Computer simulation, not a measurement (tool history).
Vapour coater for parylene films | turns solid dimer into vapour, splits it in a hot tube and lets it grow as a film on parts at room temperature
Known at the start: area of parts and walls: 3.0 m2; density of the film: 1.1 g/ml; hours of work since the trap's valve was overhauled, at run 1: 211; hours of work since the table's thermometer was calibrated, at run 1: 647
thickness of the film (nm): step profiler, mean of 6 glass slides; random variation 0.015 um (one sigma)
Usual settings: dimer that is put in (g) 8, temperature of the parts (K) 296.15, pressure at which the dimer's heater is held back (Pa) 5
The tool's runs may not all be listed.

run	hour	dimer that is put in (g)	temperature of the parts (K)	pressure at which the dimer's heater is held back (Pa)	hours of work since the trap's valve was overhauled	hours of work since the table's thermometer was calibrated	thickness of the film (nm)
1	0	8	296.15	5	211	647	1640
2	25.7	8	296.15	5	229	664	1610
3	48.1	8	296.15	5	244	679	1600
4	79.7	8	296.15	5	265	700	1620
# hour 108.4: trap's valve overhauled
5	111.5	13	296.15	5	2	719	2760
# hour 115.1: table's thermometer calibrated
6	141.6	7	296.15	5	22	18	1420
7	176.7	7	296.15	5	45	42	1420
8	200	7	301.15	5	61	57	1210
9	231.9	7	301.15	5	83	79	1200
10	270	7	301.15	5	108	104	1200
# hour 284.4: table's thermometer calibrated, once more
11	302.3	11	306.15	5.84	129	12	1620
12	332.2	8	292.15	2.26	149	32	2180
13	352.7	8	300.15	5	163	46	1450
14	390	8	300.15	5	188	71	1450
15	406.5	13	294.15	5.34	200	82	2870
16	436.6	8	289.15	5	220	103	2100
17	462.2	5	304.15	6.24	237	120	740
18	482	5	304.15	6.24	250	133	780
19	519.7	5	304.15	2.51	276	159	840

3 ways to go on from here, each from the tool as it stands after run 19. What would each give?
# hour 534.6: trap's valve overhauled
A	545	6	304.15	5.74	7	173	?
# hour 534.6: trap's valve overhauled
B	545	8	304.15	2.51	7	173	?
# hour 534.6: trap's valve overhauled
C	545	5	289.15	5.58	7	173	?

run	thickness of the film (nm)
A	970
B	1470
C	1380
Without the tool's hidden state the same runs would have given:
run	thickness of the film (nm)
A	990
B	1490
C	1400

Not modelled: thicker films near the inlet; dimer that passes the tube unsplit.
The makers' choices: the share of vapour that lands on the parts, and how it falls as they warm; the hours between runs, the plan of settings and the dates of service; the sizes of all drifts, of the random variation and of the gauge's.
